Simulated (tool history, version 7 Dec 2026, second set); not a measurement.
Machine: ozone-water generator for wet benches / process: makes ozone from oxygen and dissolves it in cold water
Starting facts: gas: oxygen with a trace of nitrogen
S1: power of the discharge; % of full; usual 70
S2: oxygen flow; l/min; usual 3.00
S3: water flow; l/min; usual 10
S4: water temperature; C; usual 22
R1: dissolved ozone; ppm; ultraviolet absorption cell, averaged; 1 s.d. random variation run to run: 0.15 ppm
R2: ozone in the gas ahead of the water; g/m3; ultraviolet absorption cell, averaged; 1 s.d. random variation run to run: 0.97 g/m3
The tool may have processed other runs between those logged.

run    hour  S1    S2  S3  S4    R1     R2
  1     0.0  70  3.00  10  22  15.8  160.2
  2    35.2  70  3.24  10  22  15.7  153.6
  3    58.7  70  3.24  10  22  15.6  152.4
  4   106.0  70  3.24  10  22  15.9  153.1
  5   142.4  70  2.30  10  22  16.8  190.3
  6   187.0  70  3.00  12  22  14.2  160.5
  7   233.3  70  3.00  10  22  16.0  161.2
  8   284.5  70  1.60  10  22  17.0  244.4
  9   327.2  70  1.60  10  22  16.9  245.3
 10   368.2  70  3.00  10  22  15.7  159.0
 11   411.0  41  3.00  10  22  11.8  118.5
 12   452.9  78  3.00  10  22  16.6  168.4
 13   477.4  78  3.00  10  22  16.4  169.8
 14   508.9  78  3.00  10  25  15.7  168.9
 15   543.3  78  3.00  10  25  15.3  169.6
 16   570.7  78  3.00  10  25  15.5  168.6
 17   616.2  78  3.00  10  25  15.7  167.8
 18   645.9  78  3.00  10  25  15.6  168.2
 19   683.4  78  3.00  10  25  15.7  169.9
 20   707.5  53  3.00  15  22   9.8  136.6
 21   753.6  53  2.31  12  22  11.8  162.3
 22   780.3  41  3.00  10  22  11.3  119.6
 23   825.4  41  2.29  10  19  12.4  143.1
      830.2  -- water thermometer calibrated
 24   868.5  70  3.00   6  22  21.1  158.6
 25   891.1  91  4.06   6  16  25.3  147.9
 26   934.5  67  4.06   6  22  18.4  126.4
      959.0  -- water thermometer calibrated, once more
 27   967.3  67  4.06   6  22  18.6  126.0
 28   993.7  84  2.37   6  19  26.5  202.8
 29  1035.7  84  3.05   6  19  24.8  173.0
 30  1065.5  84  3.05   6  19  24.7  169.3
 31  1110.2  70  3.00  10  30  13.5  156.9
 32  1146.3  79  3.00   7  14  23.8  167.5
 33  1196.8  70  4.06  10  22  14.3  127.5
 34  1242.7  73  4.23  10  18  15.4  126.7

Some steps in R1, run to run, broken into two amounts with sign: the step expected even without the hidden condition (settings, incoming material, random variation), and the rest, left for the hidden condition together with whatever gauge scatter is not in both the measured and the hidden-condition-free result:
The tool's hidden condition here consists of: yield of the discharge, % of new electrodes'; contactor's efficiency, % of a clean one's; true water temperature over the reading, C; drift of the gauge itself on ozone_ppm, %; drift of the gauge itself on gas_g_m3, %.
Run 30 -> 31: S1 84 -> 70, S2 3.05 -> 3.00, S3 6 -> 10, S4 19 -> 30. R1 -11.2 ppm: hidden state +1.7, all else -12.9.
Run 31 -> 32: S1 70 -> 79, S3 10 -> 7, S4 30 -> 14. R1 +10.3 ppm: hidden state -1.8, all else +12.1.
Run 32 -> 33: S1 79 -> 70, S2 3.00 -> 4.06, S3 7 -> 10, S4 14 -> 22. R1 -9.5 ppm: hidden state +1.6, all else -11.1.
